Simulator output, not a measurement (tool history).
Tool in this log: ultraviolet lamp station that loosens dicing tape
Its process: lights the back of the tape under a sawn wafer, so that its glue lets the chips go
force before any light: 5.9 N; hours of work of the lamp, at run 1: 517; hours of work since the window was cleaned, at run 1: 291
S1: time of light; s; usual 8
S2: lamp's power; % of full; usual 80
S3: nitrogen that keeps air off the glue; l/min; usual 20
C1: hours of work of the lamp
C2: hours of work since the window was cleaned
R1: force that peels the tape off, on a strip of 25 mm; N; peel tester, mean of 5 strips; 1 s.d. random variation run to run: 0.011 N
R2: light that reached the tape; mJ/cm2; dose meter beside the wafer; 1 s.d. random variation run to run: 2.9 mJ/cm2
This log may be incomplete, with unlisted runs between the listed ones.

run	hour	S1	S2	S3	C1	C2	R1	R2
1	0.0	8	80	20	517	291	0.741	321
# hour 10.9: window cleaned of glue's vapour
2	65.5	12	80	20	550	27	0.313	530
3	110.9	12	80	20	572	50	0.316	522
4	179.1	12	80	20	606	83	0.311	515
5	256.2	12	80	20	644	121	0.313	502
6	296.1	8	80	20	664	141	0.683	331
7	363.3	8	80	20	697	174	0.729	323
8	432.6	8	80	20	731	209	0.747	315
9	498.0	8	80	20	764	241	0.791	309
10	567.7	8	80	20	798	276	0.822	306
# hour 607.7: window cleaned of glue's vapour
11	631.1	4	100	9	829	12	2.043	203
12	712.0	4	66	16	869	52	2.500	130
13	786.5	6	80	20	906	89	1.185	232
14	860.6	6	80	20	943	125	1.267	234
15	913.9	7	68	20	969	152	1.317	225
16	963.7	16	65	25	994	176	0.321	478
17	1016.1	16	65	25	1020	202	0.329	472
18	1066.1	4	65	36	1045	227	2.336	115
19	1134.9	4	65	36	1079	261	2.321	121

Predict each of these 3 candidate next runs independently; none follows another, all start after run 19:
A	1193.7	14	80	20	1108	290	?	?
B	1193.7	11	79	30	1108	290	?	?
C	1193.7	8	80	20	1108	290	?	?

run	R1	R2
A	0.351	479
B	0.474	374
C	0.950	275
With no hidden state in the tool, these same runs would have given:
run	R1	R2
A	0.212	712
B	0.258	557
C	0.473	409
